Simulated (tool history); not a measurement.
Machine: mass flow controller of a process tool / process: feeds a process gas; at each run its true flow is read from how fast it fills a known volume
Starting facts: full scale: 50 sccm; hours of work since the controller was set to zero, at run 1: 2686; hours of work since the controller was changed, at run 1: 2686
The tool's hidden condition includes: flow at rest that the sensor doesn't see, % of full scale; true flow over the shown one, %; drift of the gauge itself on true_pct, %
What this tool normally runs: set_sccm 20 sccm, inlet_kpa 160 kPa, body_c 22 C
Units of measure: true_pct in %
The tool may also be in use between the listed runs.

run      day  set_sccm  inlet_kpa  body_c  hours of work since the controller was set to zero  hours of work since the controller was changed  true_pct
  1        0        20        160      22                                                2686                                            2686     98.94
  2    5.329        20        160      22                                                2747                                            2747     98.93
  3   12.546        20        177      22                                                2829                                            2829     98.88
  4   18.088        20        220      22                                                2892                                            2892     98.39
  5   23.525        20        220      22                                                2953                                            2953     98.55
  6   30.696        20        160      22                                                3035                                            3035     99.18
  7   39.825        20        160      22                                                3139                                            3139     99.27
  8   46.962        20        160      22                                                3220                                            3220     99.43
  9   56.946        13        160      22                                                3333                                            3333     98.96
 10   66.758        20        160      22                                                3445                                            3445     99.51
 11   74.379        20        160      22                                                3532                                            3532     99.43
 12   83.542        20        182      22                                                3636                                            3636     99.45
 13   87.708        20        182      22                                                3683                                            3683     99.42
 14   97.225        20        182      22                                                3791                                            3791     99.51
 15    101.3        20        182      22                                                3838                                            3838     99.63
 16  108.838        20        182      21                                                3924                                            3924     99.51
 17  114.129        20        182      21                                                3984                                            3984     99.72
 18  119.196        27        182      21                                                4041                                            4041    100.08
 19  126.646        27        182      21                                                4126                                            4126    100.11
 20  136.583        33        160      22                                                4239                                            4239    100.55
 21  144.775        20        196      22                                                4332                                            4332     99.75
 22  151.288        20        275      22                                                4406                                            4406     99.27
 23  157.833         8        167      23                                                4481                                            4481     99.36
 24  167.733        18        167      23                                                4593                                            4593    100.07
 25  176.054        14        165      21                                                4688                                            4688     99.94
 26   184.85         7        165      36                                                4788                                            4788     99.13
 27  194.404         7        222      36                                                4896                                            4896      98.7
 28  202.621        48        228      36                                                4990                                            4990    100.94
 29  212.638        48        228      36                                                5104                                            5104    101.03
     220.258  -- gauge calibrated
 30  222.175        48        228      36                                                5212                                            5212     99.39
 31  228.108        20        239      22                                                5280                                            5280     98.42
 32  236.154        20        239      22                                                5371                                            5371     98.38
 33  242.371        20        239      22                                                5442                                            5442     98.38
 34  248.512        20        239      22                                                5512                                            5512     98.46
 35  256.404        12        168      22                                                5601                                            5601     98.52
 36  262.125        12        168      22                                                5666                                            5666     98.59
 37  267.171        12        168      22                                                5724                                            5724     98.81
     276.825  -- controller's zero set anew
 38  276.825        12        168      22                                                   0                                            5833      98.8
 39  285.879        10        172      22                                                 103                                            5936      98.9
 40  295.367        20        160      37                                                 211                                            6044     98.96
 41  303.071         6        173      39                                                 298                                            6132     98.14
 42    309.2         6        173      39                                                 368                                            6202      98.2
 43  314.433        22        173      39                                                 428                                            6261     99.11

3 ways to go on from here, each from the tool as it stands after run 43. What would each give?
  A  319.258        29        160      22                                                 482                                            6316         ?
  B  319.258         7        162      33                                                 482                                            6316         ?
  C  319.258         8        173      39                                                 482                                            6316         ?

run  true_pct
  A    100.13
  B      98.6
  C     98.56
The same runs, with their run-to-run variation unchanged, on a tool lacking any hidden condition would have given:
run  true_pct
  A     99.31
  B      97.8
  C     97.75
